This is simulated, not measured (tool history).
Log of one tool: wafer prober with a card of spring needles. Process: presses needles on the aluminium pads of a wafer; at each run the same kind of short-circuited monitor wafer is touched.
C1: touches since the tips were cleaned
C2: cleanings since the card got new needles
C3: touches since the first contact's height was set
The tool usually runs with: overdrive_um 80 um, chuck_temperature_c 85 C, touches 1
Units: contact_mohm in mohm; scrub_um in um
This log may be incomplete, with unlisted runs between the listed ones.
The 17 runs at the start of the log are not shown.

At hour 137.8: tips cleaned on abrasive film.
Run 18, hour 137.8: usual settings; C1 1; C2 52; C3 29859. Result: contact_mohm 201 mohm, scrub_um 10.62 um.
Run 19, hour 147.2: usual settings but overdrive_um 74 um, chuck_temperature_c 46 C; C1 2408; C2 52; C3 32266. Result: contact_mohm 196 mohm, scrub_um 9.77 um.
At hour 148.9: tips cleaned on abrasive film.
At hour 149.7: gauge calibrated.
Run 20, hour 154.7: usual settings but overdrive_um 74 um, chuck_temperature_c 46 C; C1 1479; C2 53; C3 34166. Result: contact_mohm 194 mohm, scrub_um 9.58 um.
At hour 159.9: tips cleaned on abrasive film.
Run 21, hour 162.9: usual settings but overdrive_um 74 um, chuck_temperature_c 55 C; C1 770; C2 54; C3 36237. Result: contact_mohm 195 mohm, scrub_um 9.53 um.
At hour 170.5: tips cleaned on abrasive film.
Run 22, hour 172.6: usual settings but overdrive_um 91 um, chuck_temperature_c 51 C; C1 557; C2 55; C3 38717. Result: contact_mohm 189 mohm, scrub_um 11.78 um.
Run 23, hour 180: usual settings but overdrive_um 68 um, chuck_temperature_c 116 C, touches 2; C1 2444; C2 55; C3 40604. Result: contact_mohm 207 mohm, scrub_um 8.85 um.
At hour 180.7: tips cleaned on abrasive film.
Run 24, hour 189.7: usual settings but overdrive_um 61 um, chuck_temperature_c 41 C; C1 2298; C2 56; C3 43065. Result: contact_mohm 195 mohm, scrub_um 7.88 um.
At hour 191.2: tips cleaned on abrasive film.
Run 25, hour 200.9: usual settings but overdrive_um 61 um, chuck_temperature_c 41 C; C1 2488; C2 57; C3 45906. Result: contact_mohm 194 mohm, scrub_um 7.95 um.
At hour 201.5: tips cleaned on abrasive film.
Run 26, hour 211.4: usual settings but overdrive_um 91 um, chuck_temperature_c 122 C; C1 2544; C2 58; C3 48570. Result: contact_mohm 206 mohm, scrub_um 11.88 um.
At hour 212.5: tips cleaned on abrasive film.
Run 27, hour 216.8: usual settings but overdrive_um 69 um, chuck_temperature_c 122 C, touches 2; C1 1109; C2 59; C3 49933. Result: contact_mohm 212 mohm, scrub_um 8.93 um.
At hour 222.6: tips cleaned on abrasive film.
Run 28, hour 225.3: usual settings but overdrive_um 84 um, chuck_temperature_c 106 C, touches 2; C1 670; C2 60; C3 52071. Result: contact_mohm 200 mohm, scrub_um 10.97 um.
At hour 233.5: tips cleaned on abrasive film.
Run 29, hour 234.2: usual settings but overdrive_um 73 um, chuck_temperature_c 63 C, touches 2; C1 191; C2 61; C3 54335. Result: contact_mohm 196 mohm, scrub_um 9.63 um.
At hour 244: tips cleaned on abrasive film.
Run 30, hour 244.5: usual settings but chuck_temperature_c 30 C, touches 2; C1 126; C2 62; C3 56948. Result: contact_mohm 186 mohm, scrub_um 10.44 um.
At hour 254.4: tips cleaned on abrasive film.
Run 31, hour 254.4: usual settings but overdrive_um 71 um, chuck_temperature_c 33 C, touches 2; C1 0; C2 63; C3 59461. Result: contact_mohm 191 mohm, scrub_um 9.32 um.
Run 32, hour 262.2: usual settings but overdrive_um 71 um, chuck_temperature_c 46 C; C1 1987; C2 63; C3 61448. Result: contact_mohm 193 mohm, scrub_um 9.34 um.
At hour 264.5: tips cleaned on abrasive film.
Run 33, hour 270.7: usual settings but chuck_temperature_c 39 C, touches 3; C1 1579; C2 64; C3 63607. Result: contact_mohm 186 mohm, scrub_um 10.49 um.
At hour 275.1: tips cleaned on abrasive film.
Run 34, hour 280.9: usual settings but overdrive_um 61 um, chuck_temperature_c 39 C; C1 1486; C2 65; C3 66197. Result: contact_mohm 197 mohm, scrub_um 7.95 um.

Predict each of these 3 candidate next runs independently; none follows another, all start after run 34:
At hour 286.1: tips cleaned on abrasive film.
Run A, hour 287.5: usual settings but overdrive_um 92 um, chuck_temperature_c 39 C, touches 3; C1 355; C2 66; C3 67871. Result: contact_mohm ?, scrub_um ?.
At hour 286.1: tips cleaned on abrasive film.
Run B, hour 287.5: usual settings but overdrive_um 62 um, chuck_temperature_c 39 C; C1 355; C2 66; C3 67871. Result: contact_mohm ?, scrub_um ?.
At hour 286.1: tips cleaned on abrasive film.
Run C, hour 287.5: usual settings but overdrive_um 61 um, chuck_temperature_c 84 C; C1 355; C2 66; C3 67871. Result: contact_mohm ?, scrub_um ?.

run  contact_mohm  scrub_um
  A           188     12.22
  B           192      8.16
  C           201       8.1
With no hidden state in the tool, these same runs would have given:
run  contact_mohm  scrub_um
  A           188     11.96
  B           192      7.99
  C           201      7.94
